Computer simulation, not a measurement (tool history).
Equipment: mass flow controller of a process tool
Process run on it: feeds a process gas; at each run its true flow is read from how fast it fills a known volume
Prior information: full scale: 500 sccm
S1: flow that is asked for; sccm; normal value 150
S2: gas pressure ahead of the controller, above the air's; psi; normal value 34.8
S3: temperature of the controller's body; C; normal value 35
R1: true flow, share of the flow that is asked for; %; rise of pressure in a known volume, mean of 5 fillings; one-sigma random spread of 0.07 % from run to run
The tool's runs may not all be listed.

run 1 hour=0.0 | S1=150 S2=34.8 S3=35 | R1=98.41
run 2 hour=130.7 | S1=150 S2=34.8 S3=22 | R1=99.69
run 3 hour=381.8 | S1=150 S2=34.8 S3=27 | R1=99.06
run 4 hour=589.8 | S1=150 S2=34.8 S3=27 | R1=98.96
run 5 hour=788.8 | S1=150 S2=34.8 S3=27 | R1=98.97
run 6 hour=922.3 | S1=150 S2=34.8 S3=27 | R1=98.92
run 7 hour=1100.2 | S1=150 S2=34.8 S3=35 | R1=98.24
run 8 hour=1274.4 | S1=150 S2=33.5 S3=35 | R1=98.01
run 9 hour=1512.0 | S1=81 S2=34.8 S3=35 | R1=97.90
run 10 hour=1681.2 | S1=150 S2=34.8 S3=35 | R1=98.26
run 11 hour=1875.8 | S1=150 S2=38.0 S3=28 | R1=98.68
run 12 hour=2122.4 | S1=224 S2=29.0 S3=33 | R1=98.17
-- hour=2205.4 controller's zero set anew
run 13 hour=2250.7 | S1=224 S2=35.5 S3=30 | R1=98.54
run 14 hour=2456.8 | S1=103 S2=29.2 S3=30 | R1=97.99
run 15 hour=2690.1 | S1=80 S2=39.9 S3=32 | R1=98.10
run 16 hour=2835.9 | S1=64 S2=39.9 S3=26 | R1=98.60
run 17 hour=2965.4 | S1=64 S2=32.5 S3=24 | R1=98.36
-- hour=2999.1 gauge calibrated
run 18 hour=3138.6 | S1=156 S2=36.1 S3=35 | R1=98.55
run 19 hour=3252.6 | S1=156 S2=36.1 S3=35 | R1=98.32
run 20 hour=3463.0 | S1=234 S2=30.7 S3=23 | R1=99.53

4 ways to go on from here, each from the tool as it stands after run 20. What would each give?
run A hour=3651.1 | S1=261 S2=21.5 S3=35 | R1=?
run B hour=3651.1 | S1=87 S2=21.0 S3=23 | R1=?
run C hour=3651.1 | S1=234 S2=30.7 S3=35 | R1=?
run D hour=3651.1 | S1=95 S2=26.0 S3=36 | R1=?

run=A R1=98.28
run=B R1=98.81
run=C R1=98.34
run=D R1=97.74
The same runs, with their run-to-run variation unchanged, on a tool lacking any hidden condition would have given:
run=A R1=98.42
run=B R1=98.95
run=C R1=98.47
run=D R1=97.88
